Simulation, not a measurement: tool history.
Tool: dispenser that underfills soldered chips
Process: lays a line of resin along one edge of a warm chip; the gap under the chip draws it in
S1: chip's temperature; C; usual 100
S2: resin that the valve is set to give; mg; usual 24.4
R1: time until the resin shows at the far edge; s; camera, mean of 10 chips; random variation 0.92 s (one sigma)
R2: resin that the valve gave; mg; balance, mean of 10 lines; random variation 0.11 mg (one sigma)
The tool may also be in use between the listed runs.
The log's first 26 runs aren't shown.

run   hour   S1    S2     R1     R2
     109.6  -- new syringe of resin
 27  110.4  110  23.1   64.3  22.75
 28  113.1   97  23.5  114.7  22.95
 29  118.1   99  25.4  138.5  24.53
     119.9  -- new syringe of resin
 30  122.7   99  22.9  100.9  22.28
 31  127.5  100  28.5  124.7  27.73
     130.2  -- new syringe of resin
 32  130.3  113  30.7   55.0  29.69
 33  133.7   94  22.8  125.4  22.24
 34  138.3  106  26.7  107.3  25.99
     140.6  -- new syringe of resin
 35  142.1   92  27.3  119.3  26.54
 36  145.7   93  22.4  144.4  21.70
     150.7  -- new syringe of resin
 37  151.4   93  22.4  116.7  21.65

Forecast each of these 3 alternatives for the next run:
  A  155.4   93  24.7   ?   ?
  B  155.4   90  22.7   ?   ?
  C  155.4  107  30.5   ?   ?

run     R1     R2
  A  143.9  23.60
  B  163.6  21.76
  C   88.1  29.10
Without the tool's hidden state the same runs would have given:
run     R1     R2
  A  112.4  24.62
  B  127.6  22.70
  C   69.0  30.35
